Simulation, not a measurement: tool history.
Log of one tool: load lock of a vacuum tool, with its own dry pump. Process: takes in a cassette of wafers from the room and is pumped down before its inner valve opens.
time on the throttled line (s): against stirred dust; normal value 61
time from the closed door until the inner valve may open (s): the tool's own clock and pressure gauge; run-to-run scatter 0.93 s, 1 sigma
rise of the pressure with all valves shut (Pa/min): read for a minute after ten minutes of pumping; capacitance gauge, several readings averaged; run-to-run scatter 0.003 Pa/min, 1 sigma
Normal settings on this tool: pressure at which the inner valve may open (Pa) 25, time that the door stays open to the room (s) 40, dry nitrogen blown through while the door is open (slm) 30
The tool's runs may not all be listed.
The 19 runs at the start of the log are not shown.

run,hour,time on the throttled line (s),pressure at which the inner valve may open (Pa),time that the door stays open to the room (s),dry nitrogen blown through while the door is open (slm),"incoming humidity of the room's air, %",time from the closed door until the inner valve may open (s),rise of the pressure with all valves shut (Pa/min)
20,2199.8,61,25,49,30,44.8,147.3,0.012
21,2286.3,53,25,26,27,46.1,141.7,0.009
22,2385.7,62,25,40,30,46.6,148.9,0.011
23,2528.5,61,25,40,6,44.2,145.4,0.02
24,2617.7,61,25,40,6,44.3,147.2,0.018
25,2748.6,98,25,40,5,43,174.2,0.025
26,2875.2,98,25,40,5,46.8,176.3,0.02
27,2974.8,98,47,79,11,43.3,167.8,0.022
28,3149.5,98,36,79,4,43.2,169.3,0.034
29,3296.5,30,25,194,30,45.9,124.3,0.019
30,3401.8,61,25,56,30,42.8,147.3,0.014
31,3516.5,61,25,40,45,45.7,147.5,0.011
32,3642,61,25,40,45,47.3,146.8,0.006
33,3773.2,61,25,40,45,42.5,146,0.009
34,3901.8,61,50,40,9,43.2,138.2,0.018
35,3985.9,61,50,40,9,43.7,137.6,0.017
36,4076.6,61,25,200,7,41.5,147.1,0.044
37,4247.8,61,25,29,30,45.5,147.7,0.003
38,4350.7,40,48,140,10,43.3,125.7,0.032

3 ways to go on from here, each from the tool as it stands after run 38. What would each give?
A,4441.3,40,26,181,10,46.9,?,?
B,4441.3,61,31,40,30,44.8,?,?
C,4441.3,40,20,140,10,43,?,?

run,time from the closed door until the inner valve may open (s),rise of the pressure with all valves shut (Pa/min)
A,131.1,0.037
B,144,0.007
C,133.8,0.027
Stripped of hidden state, with their random variation kept, the same runs would have yielded:
run,time from the closed door until the inner valve may open (s),rise of the pressure with all valves shut (Pa/min)
A,131.1,0.036
B,144,0.006
C,133.8,0.026
